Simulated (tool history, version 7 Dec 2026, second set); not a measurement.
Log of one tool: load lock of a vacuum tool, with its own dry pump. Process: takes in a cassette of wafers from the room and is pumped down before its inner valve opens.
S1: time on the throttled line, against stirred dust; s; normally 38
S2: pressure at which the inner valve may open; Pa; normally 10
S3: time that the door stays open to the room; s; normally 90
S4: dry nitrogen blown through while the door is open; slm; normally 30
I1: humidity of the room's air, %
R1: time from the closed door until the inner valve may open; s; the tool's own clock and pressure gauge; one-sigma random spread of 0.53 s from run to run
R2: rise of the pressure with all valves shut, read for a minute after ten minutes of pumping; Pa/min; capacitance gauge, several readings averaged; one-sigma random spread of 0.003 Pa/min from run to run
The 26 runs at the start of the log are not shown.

Run 27, day 330.800: usual settings but S4 36 slm; I1 46.7. Result: R1 87.3 s, R2 0.019 Pa/min.
Run 28, day 348.025: usual settings but S1 29 s, S3 38 s, S4 36 slm; I1 43.7. Result: R1 81.0 s, R2 0.011 Pa/min.
Run 29, day 355.558: usual settings but S1 29 s, S3 38 s, S4 36 slm; I1 43.0. Result: R1 82.1 s, R2 0.008 Pa/min.
Run 30, day 362.988: usual settings but S4 33 slm; I1 43.3. Result: R1 87.1 s, R2 0.011 Pa/min.
Run 31, day 378.454: usual settings but S1 45 s, S2 18 Pa, S3 162 s; I1 47.6. Result: R1 89.2 s, R2 0.022 Pa/min.
Run 32, day 385.638: usual settings but S2 14 Pa, S4 21 slm; I1 47.6. Result: R1 86.1 s, R2 0.021 Pa/min.
Run 33, day 393.308: usual settings but S2 14 Pa, S4 21 slm; I1 50.2. Result: R1 86.0 s, R2 0.019 Pa/min.
Run 34, day 406.500: usual settings but S1 46 s, S2 14 Pa, S3 69 s, S4 21 slm; I1 45.0. Result: R1 91.4 s, R2 0.017 Pa/min.
At day 408.700: door's seal changed, seat wiped.
Run 35, day 417.058: usual settings but S1 30 s, S2 8 Pa, S3 69 s, S4 36 slm; I1 43.8. Result: R1 83.8 s, R2 0.009 Pa/min.
Run 36, day 431.604: usual settings but S1 25 s, S2 8 Pa, S3 69 s, S4 4 slm; I1 42.2. Result: R1 80.5 s, R2 0.023 Pa/min.
Run 37, day 440.921: usual settings but S3 59 s, S4 5 slm; I1 45.4. Result: R1 88.1 s, R2 0.021 Pa/min.

3 options for the next run, each taken on its own from the tool as it stands now. Forecast them:
Run A, day 451.142: usual settings but S2 9 Pa, S3 59 s, S4 5 slm; I1 46.7. Result: R1 ?, R2 ?.
Run B, day 451.142: usual settings but S1 64 s, S3 59 s, S4 5 slm; I1 43.5. Result: R1 ?, R2 ?.
Run C, day 451.142: usual settings but S3 59 s, S4 5 slm; I1 43.7. Result: R1 ?, R2 ?.

run     R1     R2
  A   89.3  0.027
  B  107.4  0.019
  C   87.2  0.024
Had the tool no hidden state, the same runs would have come out as:
run     R1     R2
  A   89.3  0.027
  B  107.3  0.018
  C   87.1  0.024
